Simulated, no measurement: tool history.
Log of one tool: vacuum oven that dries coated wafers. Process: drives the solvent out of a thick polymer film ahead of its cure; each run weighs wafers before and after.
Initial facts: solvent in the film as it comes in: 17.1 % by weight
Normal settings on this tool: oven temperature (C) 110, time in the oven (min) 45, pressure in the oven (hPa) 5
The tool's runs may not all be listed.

run,hour,oven temperature (C),time in the oven (min),pressure in the oven (hPa),solvent left in the film (%)
1,0,110,45,5,3.35
2,124.6,110,45,5,3.16
3,184.9,110,45,5,3.34
4,270.7,110,45,5,3.14
5,332.1,110,45,5,3.25
6,452,110,45,5,3.35
# hour 564.1: vacuum gauge cleaned of residue and calibrated
7,574,110,45,5,2.33
8,672.9,110,45,5,2.21
9,757.4,110,45,5,2.19
10,873.5,110,45,5,2.32
11,991.3,110,61,5,1.42
12,1117.6,110,61,5,1.52
13,1225.3,110,61,5,1.5
14,1284.3,110,61,5,1.46
15,1368.6,110,45,5,2.4
16,1493.8,110,45,5,2.38
17,1547.7,110,45,5,2.38
18,1668.7,117,66,5,0.71
19,1783.6,117,66,5,0.79
20,1844.1,123,35,3.07,0.84
21,1917.1,99,75,5.16,3.5
22,2022,99,75,5.16,3.61
# hour 2079.5: oven's thermocouples calibrated
23,2115.3,110,45,2.93,2.48
24,2194.2,101,45,3.77,5.37
25,2299.1,116,28,3.77,2.84
26,2421.4,96,28,4.53,9.12
27,2544.9,115,45,4.62,1.62
28,2623.2,115,45,4.62,1.68
29,2732.8,115,45,4.62,1.67
30,2801.3,115,45,4.62,1.72
31,2911.9,115,45,4.62,1.7
32,3034.4,111,43,5,2.76
33,3131.9,110,45,3.08,2.63

Each row is a separate what-if for the run after 33, all from the same tool condition, not one after another. Results?
A,3247.7,110,25,7.08,?
B,3247.7,110,24,3.08,?
C,3247.7,110,45,16.73,?
D,3247.7,107,50,5,?
E,3247.7,110,23,3.08,?

run,solvent left in the film (%)
A,5.49
B,5.34
C,3.84
D,3.17
E,5.4
With the hidden condition removed and each run's random variation left untouched, the same runs would have given:
run,solvent left in the film (%)
A,5.09
B,4.95
C,3.3
D,2.57
E,5.03
